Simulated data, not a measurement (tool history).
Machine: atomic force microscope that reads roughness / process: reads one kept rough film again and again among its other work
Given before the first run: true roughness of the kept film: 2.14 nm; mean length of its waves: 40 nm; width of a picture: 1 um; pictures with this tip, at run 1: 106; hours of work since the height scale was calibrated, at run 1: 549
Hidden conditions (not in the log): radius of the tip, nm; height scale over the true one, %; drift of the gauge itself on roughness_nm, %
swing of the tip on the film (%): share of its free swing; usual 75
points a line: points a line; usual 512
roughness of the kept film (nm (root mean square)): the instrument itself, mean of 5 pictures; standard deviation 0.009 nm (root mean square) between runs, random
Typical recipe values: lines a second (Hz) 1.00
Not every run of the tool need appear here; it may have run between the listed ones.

run	hour	lines a second (Hz)	swing of the tip on the film (%)	points a line	pictures with this tip	hours of work since the height scale was calibrated	roughness of the kept film (nm (root mean square))
1	0.0	1.00	75	512	106	549	1.931
# hour 13.6: new tip fitted
2	32.9	1.00	75	512	36	571	1.977
3	67.0	1.00	75	512	100	594	1.923
# hour 80.7: new tip fitted
4	102.9	1.00	75	512	42	618	1.959
# hour 108.0: height scale calibrated on a step standard
5	141.7	3.73	75	512	113	23	1.761
# hour 151.1: new tip fitted
6	173.3	1.00	56	512	42	44	2.015
7	200.1	1.00	75	327	92	62	1.915
# hour 217.9: new tip fitted
8	254.5	1.00	65	484	68	98	1.949
# hour 284.9: height scale calibrated on a step standard, once more
# hour 288.9: new tip fitted
9	310.7	1.00	60	512	41	17	2.007
# hour 356.3: new tip fitted
10	358.1	0.60	75	483	3	49	2.036
11	412.5	0.86	60	399	105	85	1.971
# hour 427.0: new tip fitted
12	436.6	1.14	67	491	18	101	2.007
13	486.0	0.78	62	337	110	134	1.943
# hour 495.3: new tip fitted
14	509.9	0.88	58	963	27	150	2.033

For some of the steps in roughness of the kept film (nm (root mean square)) from one run to the next: how much would appear even if the tool had no hidden state, given the settings, what came in and random variation, and how much remains for the hidden state plus any gauge scatter that the measured result and the result without hidden state don't share?
Run 5 -> 6: lines a second (Hz) 3.73 -> 1.00, swing of the tip on the film (%) 75 -> 56, new tip fitted. roughness of the kept film (nm (root mean square)) +0.254: hidden state +0.045, all else +0.209.
Run 10 -> 11: lines a second (Hz) 0.60 -> 0.86, swing of the tip on the film (%) 75 -> 60, points a line 483 -> 399. roughness of the kept film (nm (root mean square)) -0.065: hidden state -0.086, all else +0.021.

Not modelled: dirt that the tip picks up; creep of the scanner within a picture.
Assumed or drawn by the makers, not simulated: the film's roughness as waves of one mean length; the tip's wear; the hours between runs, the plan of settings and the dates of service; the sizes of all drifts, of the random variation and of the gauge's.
